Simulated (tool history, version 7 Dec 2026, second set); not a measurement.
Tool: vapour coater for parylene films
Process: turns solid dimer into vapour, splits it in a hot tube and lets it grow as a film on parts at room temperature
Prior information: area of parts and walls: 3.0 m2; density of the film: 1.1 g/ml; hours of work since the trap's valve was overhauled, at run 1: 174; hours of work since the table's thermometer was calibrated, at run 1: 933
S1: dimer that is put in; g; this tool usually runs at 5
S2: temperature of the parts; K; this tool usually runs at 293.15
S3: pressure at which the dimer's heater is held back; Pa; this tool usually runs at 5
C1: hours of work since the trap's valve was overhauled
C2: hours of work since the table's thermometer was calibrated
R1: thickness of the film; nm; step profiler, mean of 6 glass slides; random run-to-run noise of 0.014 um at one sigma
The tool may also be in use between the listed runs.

run 1 hour=0 | S1=5 S2=293.15 S3=5 | C1=174 C2=933 | R1=850
run 2 hour=29.1 | S1=5 S2=293.15 S3=5 | C1=195 C2=955 | R1=840
run 3 hour=80.8 | S1=5 S2=293.15 S3=5 | C1=233 C2=993 | R1=830
run 4 hour=147.9 | S1=5 S2=293.15 S3=5 | C1=282 C2=1042 | R1=840
run 5 hour=188.9 | S1=5 S2=293.15 S3=5 | C1=312 C2=1072 | R1=830
run 6 hour=235.1 | S1=5 S2=293.15 S3=3.41 | C1=346 C2=1106 | R1=860
run 7 hour=271 | S1=5 S2=293.15 S3=5 | C1=373 C2=1132 | R1=800
run 8 hour=324.4 | S1=5 S2=293.15 S3=5 | C1=412 C2=1171 | R1=810
run 9 hour=380.3 | S1=5 S2=293.15 S3=5 | C1=453 C2=1212 | R1=800
run 10 hour=423.1 | S1=5 S2=293.15 S3=5 | C1=484 C2=1244 | R1=780
run 11 hour=490.5 | S1=5 S2=293.15 S3=5 | C1=534 C2=1293 | R1=810
run 12 hour=535.5 | S1=5 S2=293.15 S3=6.59 | C1=567 C2=1326 | R1=770
run 13 hour=578.6 | S1=5 S2=293.15 S3=6.59 | C1=598 C2=1358 | R1=750
run 14 hour=626.4 | S1=3 S2=288.15 S3=5 | C1=633 C2=1393 | R1=590
run 15 hour=676.4 | S1=3 S2=288.15 S3=5 | C1=670 C2=1430 | R1=570
-- hour=691.5 trap's valve overhauled
run 16 hour=728.5 | S1=5 S2=288.15 S3=2 | C1=27 C2=1465 | R1=1140
run 17 hour=776.9 | S1=5 S2=288.15 S3=5.64 | C1=63 C2=1500 | R1=1050
run 18 hour=823.2 | S1=3 S2=290.15 S3=2.38 | C1=97 C2=1534 | R1=620
run 19 hour=876.1 | S1=7 S2=294.15 S3=3.26 | C1=135 C2=1573 | R1=1160
run 20 hour=904.3 | S1=3 S2=291.15 S3=5 | C1=156 C2=1594 | R1=550
run 21 hour=958.2 | S1=3 S2=293.15 S3=10.79 | C1=196 C2=1634 | R1=480

3 options for the next run, each taken on its own from the tool as it stands now. Forecast them:
run A hour=1009.8 | S1=8 S2=292.15 S3=9.04 | C1=234 C2=1671 | R1=?
run B hour=1009.8 | S1=3 S2=293.15 S3=10.79 | C1=234 C2=1671 | R1=?
run C hour=1009.8 | S1=3 S2=302.15 S3=3.81 | C1=234 C2=1671 | R1=?

run=A R1=1320
run=B R1=470
run=C R1=340
Stripped of hidden state, with their random variation kept, the same runs would have yielded:
run=A R1=1430
run=B R1=510
run=C R1=360
